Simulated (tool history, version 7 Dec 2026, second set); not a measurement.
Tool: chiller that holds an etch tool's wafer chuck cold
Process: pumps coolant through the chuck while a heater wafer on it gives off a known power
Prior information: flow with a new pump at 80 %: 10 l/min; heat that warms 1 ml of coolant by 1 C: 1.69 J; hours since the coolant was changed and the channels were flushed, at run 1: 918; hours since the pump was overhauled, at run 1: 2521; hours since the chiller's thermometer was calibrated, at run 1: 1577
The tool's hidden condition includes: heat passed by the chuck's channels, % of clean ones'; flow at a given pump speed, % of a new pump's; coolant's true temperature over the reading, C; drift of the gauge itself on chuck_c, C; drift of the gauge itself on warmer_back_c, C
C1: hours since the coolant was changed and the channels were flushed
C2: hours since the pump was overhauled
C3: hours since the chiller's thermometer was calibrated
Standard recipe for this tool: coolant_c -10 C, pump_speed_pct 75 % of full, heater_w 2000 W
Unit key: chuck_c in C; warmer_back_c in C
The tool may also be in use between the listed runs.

{"run": 1, "day": 0.0, "coolant_c": -10, "pump_speed_pct": 75, "heater_w": 2000, "C1": 918, "C2": 2521, "C3": 1577, "chuck_c": 4.2, "warmer_back_c": 7.56}
{"run": 2, "day": 2.075, "coolant_c": -10, "pump_speed_pct": 75, "heater_w": 2000, "C1": 968, "C2": 2571, "C3": 1627, "chuck_c": 4.3, "warmer_back_c": 7.59}
{"run": 3, "day": 4.792, "coolant_c": -10, "pump_speed_pct": 75, "heater_w": 1066, "C1": 1033, "C2": 2636, "C3": 1692, "chuck_c": -2.4, "warmer_back_c": 4.01}
{"run": 4, "day": 6.175, "coolant_c": -10, "pump_speed_pct": 96, "heater_w": 2000, "C1": 1066, "C2": 2670, "C3": 1725, "chuck_c": 1.5, "warmer_back_c": 5.73}
{"run": 5, "day": 8.371, "coolant_c": -10, "pump_speed_pct": 71, "heater_w": 2000, "C1": 1119, "C2": 2722, "C3": 1778, "chuck_c": 4.7, "warmer_back_c": 8.02}
{"run": 6, "day": 10.867, "coolant_c": -10, "pump_speed_pct": 71, "heater_w": 2000, "C1": 1179, "C2": 2782, "C3": 1838, "chuck_c": 4.9, "warmer_back_c": 7.96}
{"run": 7, "day": 12.071, "coolant_c": -14, "pump_speed_pct": 75, "heater_w": 2000, "C1": 1207, "C2": 2811, "C3": 1866, "chuck_c": 0.2, "warmer_back_c": 7.48}
{"run": 8, "day": 13.708, "coolant_c": -19, "pump_speed_pct": 79, "heater_w": 1792, "C1": 1247, "C2": 2850, "C3": 1906, "chuck_c": -6.6, "warmer_back_c": 6.3}
{"run": 9, "day": 16.142, "coolant_c": -10, "pump_speed_pct": 75, "heater_w": 2617, "C1": 1305, "C2": 2909, "C3": 1964, "chuck_c": 8.6, "warmer_back_c": 9.76}
{"run": 10, "day": 18.592, "coolant_c": -5, "pump_speed_pct": 75, "heater_w": 2311, "C1": 1364, "C2": 2967, "C3": 2023, "chuck_c": 11.4, "warmer_back_c": 8.58}
{"run": 11, "day": 20.846, "coolant_c": -5, "pump_speed_pct": 75, "heater_w": 2311, "C1": 1418, "C2": 3022, "C3": 2077, "chuck_c": 11.4, "warmer_back_c": 8.53}
{"run": 12, "day": 23.25, "coolant_c": -1, "pump_speed_pct": 89, "heater_w": 1243, "C1": 1476, "C2": 3079, "C3": 2135, "chuck_c": 6.7, "warmer_back_c": 3.68}
{"run": 13, "day": 25.238, "coolant_c": -1, "pump_speed_pct": 89, "heater_w": 1243, "C1": 1523, "C2": 3127, "C3": 2182, "chuck_c": 6.8, "warmer_back_c": 3.67}
{"run": 14, "day": 27.879, "coolant_c": -10, "pump_speed_pct": 89, "heater_w": 1771, "C1": 1587, "C2": 3190, "C3": 2246, "chuck_c": 0.9, "warmer_back_c": 5.28}

Branching from run 14: 3 alternative next runs. What would each branch give?
{"run": "A", "day": 30.196, "coolant_c": -2, "pump_speed_pct": 75, "heater_w": 2000, "C1": 1642, "C2": 3246, "C3": 2302, "chuck_c": "?", "warmer_back_c": "?"}
{"run": "B", "day": 30.196, "coolant_c": -10, "pump_speed_pct": 75, "heater_w": 1076, "C1": 1642, "C2": 3246, "C3": 2302, "chuck_c": "?", "warmer_back_c": "?"}
{"run": "C", "day": 30.196, "coolant_c": -13, "pump_speed_pct": 73, "heater_w": 2000, "C1": 1642, "C2": 3246, "C3": 2302, "chuck_c": "?", "warmer_back_c": "?"}

run=A chuck_c=12.4 warmer_back_c=7.25
run=B chuck_c=-2.3 warmer_back_c=3.78
run=C chuck_c=1.5 warmer_back_c=7.45
Without the tool's hidden state the same runs would have given:
run=A chuck_c=12.4 warmer_back_c=7.60
run=B chuck_c=-2.3 warmer_back_c=4.13
run=C chuck_c=1.5 warmer_back_c=7.79

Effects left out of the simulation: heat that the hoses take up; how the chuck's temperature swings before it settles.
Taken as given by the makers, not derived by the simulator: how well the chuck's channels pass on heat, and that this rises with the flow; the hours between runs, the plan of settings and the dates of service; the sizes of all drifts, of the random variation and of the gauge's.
